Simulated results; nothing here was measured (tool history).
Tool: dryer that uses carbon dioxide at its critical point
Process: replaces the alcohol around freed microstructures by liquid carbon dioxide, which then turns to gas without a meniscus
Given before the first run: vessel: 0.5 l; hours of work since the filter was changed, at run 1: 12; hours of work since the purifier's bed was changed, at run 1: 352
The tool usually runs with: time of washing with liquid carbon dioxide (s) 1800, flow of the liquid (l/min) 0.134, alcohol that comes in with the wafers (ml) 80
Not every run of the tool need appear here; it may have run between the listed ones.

run	hour	time of washing with liquid carbon dioxide (s)	flow of the liquid (l/min)	alcohol that comes in with the wafers (ml)	hours of work since the filter was changed	hours of work since the purifier's bed was changed	alcohol left in the vessel before it's heated (ppm by volume)
1	0	1800	0.134	80	12	352	297
2	49	1560	0.134	80	40	380	659
3	82.6	1800	0.218	80	60	399	112
4	124.3	1800	0.218	80	83	423	125
5	162	1800	0.218	80	105	445	135
6	212.2	1800	0.218	80	134	473	139
7	265.9	1800	0.218	80	164	504	157
# hour 291.3: inlet filter changed
8	331.9	1800	0.123	107	23	541	645
9	381	1800	0.123	107	51	569	718
10	445.6	2100	0.122	41	88	606	289

Below are 3 alternative next runs, each starting from the tool's condition after run 10. Predict each:
A	513.9	2700	0.134	22	127	646	?
B	513.9	2100	0.173	41	127	646	?
C	513.9	1560	0.122	41	127	646	?

run	alcohol left in the vessel before it's heated (ppm by volume)
A	199
B	196
C	813
Stripped of hidden state, with their random variation kept, the same runs would have yielded:
run	alcohol left in the vessel before it's heated (ppm by volume)
A	7
B	7
C	401

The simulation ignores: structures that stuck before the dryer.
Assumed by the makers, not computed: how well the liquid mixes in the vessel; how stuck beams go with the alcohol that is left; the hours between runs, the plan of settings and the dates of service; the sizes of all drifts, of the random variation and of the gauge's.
